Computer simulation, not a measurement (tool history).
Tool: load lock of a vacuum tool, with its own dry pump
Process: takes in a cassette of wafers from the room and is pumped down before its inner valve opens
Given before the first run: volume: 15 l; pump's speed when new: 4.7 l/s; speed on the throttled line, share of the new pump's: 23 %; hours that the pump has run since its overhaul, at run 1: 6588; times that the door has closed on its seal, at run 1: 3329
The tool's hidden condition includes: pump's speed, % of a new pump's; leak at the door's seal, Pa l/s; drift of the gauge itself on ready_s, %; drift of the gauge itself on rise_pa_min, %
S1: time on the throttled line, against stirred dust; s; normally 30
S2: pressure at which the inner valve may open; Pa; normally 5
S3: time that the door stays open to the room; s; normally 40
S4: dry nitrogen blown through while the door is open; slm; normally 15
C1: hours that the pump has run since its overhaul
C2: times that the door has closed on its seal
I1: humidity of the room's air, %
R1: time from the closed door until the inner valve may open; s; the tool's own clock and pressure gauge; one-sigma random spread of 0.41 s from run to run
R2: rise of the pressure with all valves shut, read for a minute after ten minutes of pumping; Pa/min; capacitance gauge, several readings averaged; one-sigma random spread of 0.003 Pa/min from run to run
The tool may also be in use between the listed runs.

Run 1, day 0.000: usual settings; C1 6588; C2 3329; I1 43.3. Result: R1 54.8 s, R2 0.038 Pa/min.
Run 2, day 10.883: usual settings; C1 6850; C2 3977; I1 50.1. Result: R1 54.6 s, R2 0.043 Pa/min.
Run 3, day 20.167: usual settings but S1 23 s; C1 7072; C2 4529; I1 45.0. Result: R1 48.9 s, R2 0.039 Pa/min.
Run 4, day 29.000: usual settings but S1 23 s; C1 7284; C2 5055; I1 46.5. Result: R1 49.9 s, R2 0.045 Pa/min.
Run 5, day 39.246: usual settings but S1 48 s; C1 7530; C2 5664; I1 40.7. Result: R1 68.4 s, R2 0.039 Pa/min.
Run 6, day 45.012: usual settings; C1 7669; C2 6008; I1 45.2. Result: R1 54.7 s, R2 0.044 Pa/min.
Run 7, day 51.275: usual settings; C1 7819; C2 6380; I1 44.2. Result: R1 55.5 s, R2 0.041 Pa/min.
Run 8, day 60.050: usual settings but S3 212 s; C1 8030; C2 6902; I1 43.0. Result: R1 55.1 s, R2 0.086 Pa/min.
Run 9, day 71.517: usual settings but S2 7 Pa; C1 8305; C2 7585; I1 45.7. Result: R1 53.7 s, R2 0.041 Pa/min.
Run 10, day 77.404: usual settings but S2 7 Pa; C1 8446; C2 7935; I1 41.8. Result: R1 54.0 s, R2 0.040 Pa/min.
Run 11, day 82.404: usual settings but S2 7 Pa; C1 8566; C2 8232; I1 42.8. Result: R1 53.6 s, R2 0.038 Pa/min.
Run 12, day 89.733: usual settings but S2 7 Pa; C1 8742; C2 8669; I1 43.6. Result: R1 53.2 s, R2 0.045 Pa/min.
Run 13, day 99.342: usual settings but S2 7 Pa; C1 8973; C2 9241; I1 47.7. Result: R1 53.7 s, R2 0.047 Pa/min.
Run 14, day 107.929: usual settings; C1 9179; C2 9751; I1 47.0. Result: R1 54.5 s, R2 0.046 Pa/min.
Run 15, day 117.892: usual settings but S3 183 s, S4 14 slm; C1 9418; C2 10344; I1 44.0. Result: R1 55.4 s, R2 0.088 Pa/min.
Run 16, day 122.908: usual settings but S1 17 s; C1 9538; C2 10643; I1 44.5. Result: R1 45.0 s, R2 0.041 Pa/min.
Run 17, day 131.204: usual settings but S2 4 Pa, S3 230 s, S4 16 slm; C1 9737; C2 11136; I1 46.0. Result: R1 56.4 s, R2 0.097 Pa/min.
Run 18, day 136.667: usual settings but S2 4 Pa, S3 230 s, S4 16 slm; C1 9868; C2 11462; I1 41.6. Result: R1 56.0 s, R2 0.089 Pa/min.
Run 19, day 143.638: usual settings but S1 18 s, S2 4 Pa, S3 72 s; C1 10036; C2 11876; I1 46.8. Result: R1 47.1 s, R2 0.058 Pa/min.
Run 20, day 148.938: usual settings but S1 18 s, S2 4 Pa, S3 72 s; C1 10163; C2 12192; I1 45.2. Result: R1 46.7 s, R2 0.055 Pa/min.
Run 21, day 158.204: usual settings but S1 18 s, S2 4 Pa, S3 139 s; C1 10385; C2 12743; I1 44.9. Result: R1 46.5 s, R2 0.075 Pa/min.
Run 22, day 163.475: usual settings but S1 18 s, S2 8 Pa, S3 139 s, S4 11 slm; C1 10512; C2 13057; I1 46.3. Result: R1 44.3 s, R2 0.089 Pa/min.
Run 23, day 173.779: usual settings but S1 48 s, S2 7 Pa, S3 136 s; C1 10759; C2 13670; I1 44.3. Result: R1 67.9 s, R2 0.075 Pa/min.
Run 24, day 178.933: usual settings but S1 48 s, S2 7 Pa, S3 136 s; C1 10883; C2 13977; I1 45.6. Result: R1 66.8 s, R2 0.080 Pa/min.
At day 180.608: dry pump taken out, an overhauled one fitted.
Run 25, day 187.742: usual settings but S1 48 s, S2 7 Pa, S3 136 s; C1 171; C2 14486; I1 44.1. Result: R1 67.1 s, R2 0.073 Pa/min.
Run 26, day 198.375: usual settings but S1 41 s, S2 7 Pa, S3 34 s, S4 16 slm; C1 426; C2 15119; I1 43.7. Result: R1 61.9 s, R2 0.038 Pa/min.
Run 27, day 209.750: usual settings but S1 41 s, S2 7 Pa, S3 34 s, S4 16 slm; C1 699; C2 15796; I1 44.7. Result: R1 62.2 s, R2 0.033 Pa/min.

Branching from run 27: 4 alternative next runs. What would each branch give?
Run A, day 217.304: usual settings but S1 41 s, S2 7 Pa, S3 119 s, S4 16 slm; C1 881; C2 16245; I1 46.5. Result: R1 ?, R2 ?.
Run B, day 217.304: usual settings but S1 34 s, S2 7 Pa, S3 34 s, S4 26 slm; C1 881; C2 16245; I1 45.9. Result: R1 ?, R2 ?.
Run C, day 217.304: usual settings but S1 41 s, S3 39 s, S4 20 slm; C1 881; C2 16245; I1 47.3. Result: R1 ?, R2 ?.
Run D, day 217.304: usual settings but S1 16 s, S3 34 s, S4 16 slm; C1 881; C2 16245; I1 48.4. Result: R1 ?, R2 ?.

run    R1     R2
  A  62.7  0.069
  B  57.0  0.029
  C  63.1  0.034
  D  44.4  0.039
With the hidden condition removed and each run's random variation left untouched, the same runs would have given:
run    R1     R2
  A  62.7  0.069
  B  57.0  0.029
  C  63.1  0.034
  D  44.4  0.039

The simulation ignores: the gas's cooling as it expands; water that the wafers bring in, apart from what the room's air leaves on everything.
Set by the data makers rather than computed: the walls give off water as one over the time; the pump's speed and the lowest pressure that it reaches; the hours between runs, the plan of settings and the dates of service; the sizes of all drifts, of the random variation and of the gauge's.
